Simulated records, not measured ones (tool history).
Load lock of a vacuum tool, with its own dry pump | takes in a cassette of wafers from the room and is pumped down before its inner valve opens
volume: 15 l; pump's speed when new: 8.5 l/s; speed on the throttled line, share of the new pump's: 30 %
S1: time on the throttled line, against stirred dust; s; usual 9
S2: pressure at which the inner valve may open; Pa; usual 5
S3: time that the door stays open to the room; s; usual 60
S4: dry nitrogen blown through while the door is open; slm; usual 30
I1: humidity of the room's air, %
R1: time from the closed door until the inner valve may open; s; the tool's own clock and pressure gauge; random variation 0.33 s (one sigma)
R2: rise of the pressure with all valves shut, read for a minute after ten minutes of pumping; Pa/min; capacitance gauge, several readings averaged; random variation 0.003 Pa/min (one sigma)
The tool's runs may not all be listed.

run    hour  S1  S2   S3  S4    I1    R1     R2
  1     0.0   9   5   60  30  48.8  24.6  0.034
  2    77.8   9   5   60  30  45.2  24.2  0.030
  3   163.8   7   5   60  30  46.2  22.7  0.031
  4   302.2   7   5   60  30  44.5  22.5  0.028
  5   381.2   7   5   60  30  44.9  23.0  0.029
  6   495.2   7   5   60  30  44.2  23.4  0.028
  7   596.0   7   5   60  30  46.1  23.4  0.027
  8   706.9   7   5   60  30  42.6  22.9  0.029
  9   854.6  11   5   60  30  46.7  25.6  0.032
 10   943.5  11   5   60  30  45.2  25.7  0.033
 11  1064.6  11   5   60  30  47.7  25.3  0.031
 12  1139.1  11   5   60  30  47.0  25.6  0.030
 13  1210.0   9  10   60  30  44.7  23.7  0.030
 14  1295.7   9  10   60  30  45.2  23.4  0.037
 15  1440.9   9   5   60  30  45.1  24.9  0.034
 16  1559.8   9   5   32  30  42.1  24.3  0.026
 17  1650.0   9   5   32  30  43.6  24.7  0.031
 18  1734.3   9   5   32  30  42.1  24.3  0.024
 19  1821.6   9   5   32  30  48.4  23.7  0.029
 20  1904.1   9   5   32  30  41.0  24.1  0.022
 21  1987.2   7   7  178   5  45.3  21.9  0.112
 22  2118.5   5   7  178   5  46.6  20.1  0.109
 23  2241.4   4   5  178  42  44.8  20.8  0.034
 24  2386.8   4   5  178  42  46.4  20.4  0.040
 25  2486.8   4   5  178  42  42.6  21.0  0.041
 26  2635.2   4   7  191  30  44.5  20.1  0.042
 27  2777.1   6   5   60  30  44.4  21.6  0.030
 28  2877.7   7   6   75  40  45.3  22.4  0.027
 29  2938.1   7   5   60  29  46.5  22.7  0.034
 30  3062.4   6   5  154  30  44.0  22.3  0.041
 31  3138.6   6   5  154  30  45.1  22.4  0.039
 32  3218.3   4   5  162  17  42.4  20.3  0.056
 33  3323.7   4   5  162  17  43.0  20.9  0.057
 34  3439.0   4   5   53  26  45.4  20.8  0.027
 35  3516.7   4   5  145  27  43.9  20.5  0.042
 36  3622.5  13   7   29   7  47.2  26.1  0.051

Taken out of this log: 1 entry between the listed runs. Where each belongs, and how the hidden state differs across it:
Between runs 32 and 33: door's seal changed, seat wiped (hour 3322.0)
  leak at the door's seal, Pa l/s: 0.0024 -> 0.002
